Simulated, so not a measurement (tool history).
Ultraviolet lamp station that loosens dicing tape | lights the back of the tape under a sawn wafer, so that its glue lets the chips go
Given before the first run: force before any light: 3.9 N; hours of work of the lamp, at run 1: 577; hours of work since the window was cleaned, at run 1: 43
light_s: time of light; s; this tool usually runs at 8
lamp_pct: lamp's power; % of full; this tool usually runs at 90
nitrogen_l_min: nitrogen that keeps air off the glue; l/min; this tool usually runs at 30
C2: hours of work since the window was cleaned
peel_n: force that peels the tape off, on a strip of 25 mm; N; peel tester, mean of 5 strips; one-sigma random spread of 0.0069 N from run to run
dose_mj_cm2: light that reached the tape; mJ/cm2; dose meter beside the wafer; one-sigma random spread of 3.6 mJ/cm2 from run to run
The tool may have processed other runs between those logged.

Run 1, hour 0: usual settings; hours of work of the lamp 577; C2 43. Result: peel_n 0.321 N, dose_mj_cm2 461 mJ/cm2.
Run 2, hour 69.5: usual settings but light_s 5 s; hours of work of the lamp 612; C2 78. Result: peel_n 0.684 N, dose_mj_cm2 282 mJ/cm2.
Run 3, hour 151.5: usual settings but nitrogen_l_min 38 l/min; hours of work of the lamp 654; C2 120. Result: peel_n 0.322 N, dose_mj_cm2 434 mJ/cm2.
Run 4, hour 199: usual settings but nitrogen_l_min 38 l/min; hours of work of the lamp 678; C2 144. Result: peel_n 0.336 N, dose_mj_cm2 427 mJ/cm2.
Run 5, hour 253.3: usual settings; hours of work of the lamp 705; C2 171. Result: peel_n 0.371 N, dose_mj_cm2 414 mJ/cm2.
Run 6, hour 295.4: usual settings; hours of work of the lamp 726; C2 193. Result: peel_n 0.389 N, dose_mj_cm2 413 mJ/cm2.
At hour 302.9: lamp changed.
Run 7, hour 361.3: usual settings; hours of work of the lamp 30; C2 225. Result: peel_n 0.248 N, dose_mj_cm2 539 mJ/cm2.
Run 8, hour 427.7: usual settings but lamp_pct 82 % of full; hours of work of the lamp 63; C2 259. Result: peel_n 0.301 N, dose_mj_cm2 482 mJ/cm2.
At hour 450.6: window cleaned of glue's vapour.
Run 9, hour 490.7: usual settings but lamp_pct 92 % of full, nitrogen_l_min 20 l/min; hours of work of the lamp 95; C2 20. Result: peel_n 0.259 N, dose_mj_cm2 585 mJ/cm2.
Run 10, hour 580.9: usual settings but lamp_pct 92 % of full, nitrogen_l_min 20 l/min; hours of work of the lamp 141; C2 66. Result: peel_n 0.264 N, dose_mj_cm2 563 mJ/cm2.
Run 11, hour 647: usual settings but light_s 5 s, nitrogen_l_min 48 l/min; hours of work of the lamp 174; C2 99. Result: peel_n 0.459 N, dose_mj_cm2 330 mJ/cm2.
Run 12, hour 687: usual settings but light_s 5 s, nitrogen_l_min 48 l/min; hours of work of the lamp 194; C2 120. Result: peel_n 0.463 N, dose_mj_cm2 333 mJ/cm2.
Run 13, hour 744.8: usual settings but light_s 7 s, lamp_pct 68 % of full, nitrogen_l_min 16 l/min; hours of work of the lamp 223; C2 149. Result: peel_n 0.615 N, dose_mj_cm2 344 mJ/cm2.

The next listed run, before its measurement:
Run 14, hour 811.3: usual settings but light_s 6 s, lamp_pct 82 % of full, nitrogen_l_min 16 l/min; hours of work of the lamp 257; C2 183. Result: peel_n ?, dose_mj_cm2 ?.

Run 14 yielded peel_n 0.628 N, dose_mj_cm2 343 mJ/cm2.
Take away the tool's hidden state, keep the run-to-run variation as it was, and the same run would have given peel_n 0.483 N, dose_mj_cm2 407 mJ/cm2.

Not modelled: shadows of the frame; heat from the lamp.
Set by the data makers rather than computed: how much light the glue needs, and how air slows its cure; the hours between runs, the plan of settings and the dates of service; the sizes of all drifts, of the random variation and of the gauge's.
